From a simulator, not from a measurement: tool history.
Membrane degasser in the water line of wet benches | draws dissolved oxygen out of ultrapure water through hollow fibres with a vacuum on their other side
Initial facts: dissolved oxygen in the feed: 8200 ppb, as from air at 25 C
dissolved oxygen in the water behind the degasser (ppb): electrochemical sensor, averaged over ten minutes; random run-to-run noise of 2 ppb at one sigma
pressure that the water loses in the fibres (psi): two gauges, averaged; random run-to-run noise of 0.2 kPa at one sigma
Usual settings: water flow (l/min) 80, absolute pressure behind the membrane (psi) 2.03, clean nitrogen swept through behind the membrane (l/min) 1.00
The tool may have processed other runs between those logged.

run    hour  water flow (l/min)  absolute pressure behind the membrane (psi)  clean nitrogen swept through behind the membrane (l/min)  dissolved oxygen in the water behind the degasser (ppb)  pressure that the water loses in the fibres (psi)
  1     0.0                  80                                         2.03                                                      1.00                                                   1290.7                                              6.299
  2    62.7                  74                                         2.03                                                      1.00                                                   1227.4                                              5.870
  3   100.5                  80                                         2.76                                                      1.00                                                   1785.7                                              6.327
  4   157.8                  80                                         2.76                                                      1.00                                                   1787.9                                              6.327
  5   189.1                  80                                         2.03                                                      1.00                                                   1288.5                                              6.342
  6   242.4                  80                                         2.03                                                      1.00                                                   1293.8                                              6.370
  7   295.7                  80                                         1.89                                                      1.00                                                   1179.9                                              6.328
  8   361.7                  80                                         1.89                                                      1.00                                                   1183.9                                              6.290
  9   413.3                  80                                         2.03                                                      1.56                                                    962.9                                              6.414
 10   473.3                  80                                         2.03                                                      1.56                                                    962.9                                              6.325
 11   535.2                  80                                         2.03                                                      1.56                                                    964.2                                              6.434
 12   599.7                  80                                         2.03                                                      1.56                                                    962.8                                              6.341
 13   657.6                 126                                         3.87                                                      1.56                                                   2500.1                                             10.092
 14   725.6                  80                                         2.52                                                      1.34                                                   1361.0                                              6.372
 15   779.4                 118                                         2.54                                                      1.00                                                   2076.4                                              9.391
      783.4  -- vacuum gauge calibrated
 16   849.5                 118                                         2.54                                                      1.00                                                   2077.8                                              9.401
      888.0  -- vacuum gauge calibrated, once more
 17   902.9                  60                                         2.28                                                      0.90                                                   1305.9                                              4.747
 18   974.7                  80                                         2.03                                                      1.15                                                   1185.0                                              6.370
 19  1005.0                 126                                         2.90                                                      1.85                                                   1749.1                                             10.041
 20  1069.9                  90                                         2.18                                                      0.62                                                   1945.1                                              7.191

Run 21 is up next; what results do you expect?
 21  1136.0                  79                                         2.34                                                      2.94                                                        ?                                                  ?

Run 21 measured dissolved oxygen in the water behind the degasser (ppb) 697.8, pressure that the water loses in the fibres (psi) 6.287.
With the hidden condition absent and the run-to-run variation left alone, this run would have shown dissolved oxygen in the water behind the degasser (ppb) 694.4, pressure that the water loses in the fibres (psi) 6.209.

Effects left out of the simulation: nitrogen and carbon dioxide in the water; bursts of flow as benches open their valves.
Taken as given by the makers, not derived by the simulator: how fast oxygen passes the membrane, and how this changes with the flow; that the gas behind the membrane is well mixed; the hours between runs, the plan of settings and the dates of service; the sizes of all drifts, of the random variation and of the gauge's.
